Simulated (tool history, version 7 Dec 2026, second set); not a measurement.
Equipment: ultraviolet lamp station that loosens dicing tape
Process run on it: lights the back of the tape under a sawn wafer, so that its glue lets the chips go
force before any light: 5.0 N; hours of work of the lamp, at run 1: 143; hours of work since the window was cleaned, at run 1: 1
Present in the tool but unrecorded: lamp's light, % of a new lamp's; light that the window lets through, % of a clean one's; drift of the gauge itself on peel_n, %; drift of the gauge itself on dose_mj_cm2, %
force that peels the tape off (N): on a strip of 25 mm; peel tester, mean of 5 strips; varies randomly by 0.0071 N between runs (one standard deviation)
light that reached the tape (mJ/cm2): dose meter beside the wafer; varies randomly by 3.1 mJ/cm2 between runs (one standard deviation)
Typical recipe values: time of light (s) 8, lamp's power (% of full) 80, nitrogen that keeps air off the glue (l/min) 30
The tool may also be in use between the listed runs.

run   hour  time of light (s)  lamp's power (% of full)  nitrogen that keeps air off the glue (l/min)  hours of work of the lamp  hours of work since the window was cleaned  force that peels the tape off (N)  light that reached the tape (mJ/cm2)
  1      0                  8                        80                                            30                        143                                           1                              0.262                                   451
  2   14.6                 12                        80                                            30                        149                                           7                               0.22                                   669
  3   34.6                 12                        80                                            30                        157                                          15                              0.207                                   670
  4   44.8                 12                        80                                            30                        161                                          20                              0.214                                   669
  5   63.6                 12                        80                                            30                        169                                          27                              0.217                                   664
  6   72.6                 12                        80                                            30                        173                                          31                               0.21                                   654
  7   91.9                  8                        80                                            30                        181                                          39                              0.267                                   438
  8  110.9                  8                        88                                            30                        189                                          47                              0.248                                   474
  9    120                  8                        80                                            30                        192                                          51                               0.26                                   435
 10  130.9                  8                        80                                            30                        197                                          55                              0.265                                   431
 11  147.8                  8                        80                                            30                        204                                          62                              0.278                                   428
 12  157.5                  8                        80                                            30                        208                                          66                              0.254                                   423
 13  167.5                  8                        80                                            14                        212                                          70                              0.372                                   427
 14  180.6                  8                        80                                            30                        217                                          76                              0.264                                   422
 15  198.5                  8                        80                                            30                        225                                          83                              0.292                                   417
 16  207.2                  8                        80                                            30                        228                                          87                              0.274                                   418
 17  216.1                  8                        80                                            30                        232                                          90                              0.294                                   415
 18  229.5                 10                        72                                            15                        238                                          96                              0.311                                   464
 19  240.8                  4                        72                                            50                        242                                         100                              0.796                                   186
 20    256                  4                        72                                            40                        249                                         107                              0.834                                   187
 21  267.5                 15                        60                                            41                        253                                         111                              0.224                                   578
 22  279.3                 15                        60                                            41                        258                                         116                              0.223                                   572
 23  294.5                  4                        66                                            11                        264                                         123                              1.596                                   164
 24  311.4                  8                        86                                            30                        271                                         130                              0.269                                   434
 25  331.1                 16                        71                                            30                        280                                         138                              0.221                                   712
 26  348.8                  8                        80                                            37                        287                                         145                              0.292                                   396
 27  369.7                  8                        80                                            37                        295                                         154                               0.27                                   394
 28  382.9                  7                        95                                            11                        301                                         159                              0.436                                   404
 29  402.6                  7                        95                                            11                        309                                         167                              0.434                                   404
 30  417.4                  7                        90                                            30                        315                                         173                              0.308                                   376
 31  433.4                  8                        80                                             9                        322                                         180                              0.537                                   390

Each row is a separate what-if for the run after 31, all from the same tool condition, not one after another. Results?
  A  448.4                 11                        80                                            24                        328                                         186                                  ?                                     ?
  B  448.4                  8                        80                                             9                        328                                         186                                  ?                                     ?
  C  448.4                  9                        65                                            30                        328                                         186                                  ?                                     ?
  D  448.4                  6                        80                                            30                        328                                         186                                  ?                                     ?

run  force that peels the tape off (N)  light that reached the tape (mJ/cm2)
  A                              0.248                                   531
  B                              0.534                                   391
  C                              0.343                                   355
  D                              0.459                                   289
What these runs would have given with no unlogged condition in the tool:
run  force that peels the tape off (N)  light that reached the tape (mJ/cm2)
  A                              0.228                                   645
  B                              0.393                                   474
  C                              0.274                                   430
  D                              0.342                                   351

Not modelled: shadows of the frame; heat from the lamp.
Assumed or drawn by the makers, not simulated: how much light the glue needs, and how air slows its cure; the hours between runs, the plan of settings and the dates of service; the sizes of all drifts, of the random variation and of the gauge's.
